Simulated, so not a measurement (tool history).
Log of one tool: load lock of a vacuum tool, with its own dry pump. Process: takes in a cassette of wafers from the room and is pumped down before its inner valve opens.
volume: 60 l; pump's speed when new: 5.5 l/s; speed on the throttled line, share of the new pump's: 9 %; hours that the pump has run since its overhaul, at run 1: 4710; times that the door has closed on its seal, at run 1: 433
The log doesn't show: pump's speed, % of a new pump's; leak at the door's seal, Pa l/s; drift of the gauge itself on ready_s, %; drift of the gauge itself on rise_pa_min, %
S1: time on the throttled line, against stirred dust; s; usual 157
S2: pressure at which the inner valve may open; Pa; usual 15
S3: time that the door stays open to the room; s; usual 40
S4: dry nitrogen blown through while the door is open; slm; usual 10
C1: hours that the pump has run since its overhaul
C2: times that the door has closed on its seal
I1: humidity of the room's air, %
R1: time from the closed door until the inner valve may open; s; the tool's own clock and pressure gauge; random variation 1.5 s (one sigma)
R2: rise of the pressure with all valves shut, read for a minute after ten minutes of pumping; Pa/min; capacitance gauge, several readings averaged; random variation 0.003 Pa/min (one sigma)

run 1 day=0 | S1=157 S2=15 S3=40 S4=10 | C1=4710 C2=433 | I1=44.6 | R1=252.8 R2=0.023
run 2 day=14.354 | S1=157 S2=15 S3=40 S4=10 | C1=5054 C2=1952 | I1=45.2 | R1=254.1 R2=0.027
run 3 day=41.142 | S1=157 S2=15 S3=40 S4=10 | C1=5697 C2=4787 | I1=47.1 | R1=256.4 R2=0.03
run 4 day=68.754 | S1=157 S2=15 S3=40 S4=10 | C1=6360 C2=7710 | I1=44.4 | R1=254.4 R2=0.043
run 5 day=92.438 | S1=157 S2=15 S3=40 S4=10 | C1=6928 C2=10217 | I1=43.5 | R1=259.7 R2=0.056
run 6 day=120.933 | S1=185 S2=15 S3=40 S4=10 | C1=7612 C2=13234 | I1=45.6 | R1=284.9 R2=0.067
run 7 day=133.642 | S1=185 S2=15 S3=40 S4=10 | C1=7917 C2=14579 | I1=43.1 | R1=288.4 R2=0.076
run 8 day=146.642 | S1=185 S2=15 S3=40 S4=10 | C1=8229 C2=15955 | I1=47.1 | R1=285.1 R2=0.086
run 9 day=173.462 | S1=185 S2=15 S3=40 S4=10 | C1=8873 C2=18794 | I1=44.4 | R1=288.8 R2=0.102
run 10 day=201.696 | S1=185 S2=15 S3=40 S4=10 | C1=9551 C2=21782 | I1=43.1 | R1=293.1 R2=0.124
-- day=224.342 dry pump taken out, an overhauled one fitted
run 11 day=228.333 | S1=185 S2=15 S3=40 S4=10 | C1=96 C2=24576 | I1=45 | R1=262.8 R2=0.145
run 12 day=242.167 | S1=185 S2=15 S3=40 S4=10 | C1=428 C2=26040 | I1=41.6 | R1=265.2 R2=0.156
run 13 day=263.817 | S1=157 S2=15 S3=40 S4=10 | C1=947 C2=28332 | I1=45.1 | R1=239.3 R2=0.182
run 14 day=286.2 | S1=157 S2=19 S3=40 S4=10 | C1=1485 C2=30701 | I1=46.4 | R1=240.8 R2=0.197
run 15 day=310.779 | S1=157 S2=19 S3=40 S4=10 | C1=2074 C2=33303 | I1=40.5 | R1=238.3 R2=0.22
run 16 day=327.429 | S1=157 S2=19 S3=40 S4=10 | C1=2474 C2=35065 | I1=46.2 | R1=241.2 R2=0.241
run 17 day=343.775 | S1=157 S2=12 S3=40 S4=10 | C1=2866 C2=36795 | I1=44.8 | R1=249.5 R2=0.252
run 18 day=369.346 | S1=157 S2=12 S3=40 S4=10 | C1=3480 C2=39502 | I1=42.4 | R1=252.9 R2=0.284
run 19 day=391.479 | S1=166 S2=13 S3=40 S4=27 | C1=4011 C2=41845 | I1=44 | R1=256.5 R2=0.31
-- day=399.112 door's seal changed, seat wiped
run 20 day=408.35 | S1=166 S2=13 S3=229 S4=27 | C1=4415 C2=977 | I1=48.4 | R1=261.3 R2=0.037
run 21 day=433.371 | S1=157 S2=11 S3=78 S4=10 | C1=5015 C2=3626 | I1=42.2 | R1=260.8 R2=0.031
run 22 day=446.508 | S1=157 S2=15 S3=94 S4=10 | C1=5330 C2=5016 | I1=44.1 | R1=253.8 R2=0.039
run 23 day=464.283 | S1=108 S2=22 S3=94 S4=10 | C1=5757 C2=6898 | I1=43.1 | R1=206.5 R2=0.049
run 24 day=484.479 | S1=108 S2=22 S3=215 S4=23 | C1=6242 C2=9036 | I1=45.2 | R1=207.5 R2=0.056
run 25 day=505.258 | S1=108 S2=22 S3=215 S4=23 | C1=6740 C2=11235 | I1=45.7 | R1=208.6 R2=0.071
run 26 day=533.162 | S1=307 S2=24 S3=112 S4=13 | C1=7410 C2=14189 | I1=40.1 | R1=387 R2=0.077
run 27 day=552.408 | S1=153 S2=15 S3=116 S4=29 | C1=7872 C2=16226 | I1=46.1 | R1=261.9 R2=0.084
run 28 day=578.142 | S1=187 S2=12 S3=95 S4=29 | C1=8490 C2=18950 | I1=48 | R1=294.8 R2=0.1
run 29 day=598.471 | S1=157 S2=15 S3=25 S4=6 | C1=8978 C2=21102 | I1=43.9 | R1=269 R2=0.105
run 30 day=612.238 | S1=110 S2=15 S3=207 S4=6 | C1=9308 C2=22559 | I1=43.2 | R1=225.7 R2=0.145
run 31 day=637.508 | S1=110 S2=15 S3=207 S4=6 | C1=9914 C2=25234 | I1=41.2 | R1=228.8 R2=0.164
-- day=643.946 dry pump taken out, an overhauled one fitted
run 32 day=654.921 | S1=157 S2=28 S3=40 S4=32 | C1=263 C2=27051 | I1=45.3 | R1=234.4 R2=0.159
run 33 day=677.825 | S1=157 S2=15 S3=95 S4=31 | C1=813 C2=29475 | I1=42 | R1=245.2 R2=0.18
run 34 day=705.538 | S1=157 S2=15 S3=40 S4=38 | C1=1478 C2=32409 | I1=45.4 | R1=242.9 R2=0.205
run 35 day=720.429 | S1=157 S2=15 S3=40 S4=38 | C1=1836 C2=33985 | I1=42.7 | R1=243.7 R2=0.221

How the hidden state differs across the entries between the runs, from the last listed run before each to the first after it:
Between runs 10 and 11: dry pump taken out, an overhauled one fitted (day 224.342)
  pump's speed, % of a new pump's: 74.1 -> 98.2; leak at the door's seal, Pa l/s: 0.1077 -> 0.1306
  measured less the result without the state, R1: +28 -> +1.4 s; R2: +0.106 -> +0.129 Pa/min
Between runs 19 and 20: door's seal changed, seat wiped (day 399.112)
  pump's speed, % of a new pump's: 87.6 -> 86.6; leak at the door's seal, Pa l/s: 0.2938 -> 0.0039
  measured less the result without the state, R1: +11.7 -> +12.8 s; R2: +0.293 -> +0.002 Pa/min
Between runs 31 and 32: dry pump taken out, an overhauled one fitted (day 643.946)
  pump's speed, % of a new pump's: 71.9 -> 97.8; leak at the door's seal, Pa l/s: 0.1307 -> 0.1494
  measured less the result without the state, R1: +33.5 -> +1.7 s; R2: +0.13 -> +0.146 Pa/min

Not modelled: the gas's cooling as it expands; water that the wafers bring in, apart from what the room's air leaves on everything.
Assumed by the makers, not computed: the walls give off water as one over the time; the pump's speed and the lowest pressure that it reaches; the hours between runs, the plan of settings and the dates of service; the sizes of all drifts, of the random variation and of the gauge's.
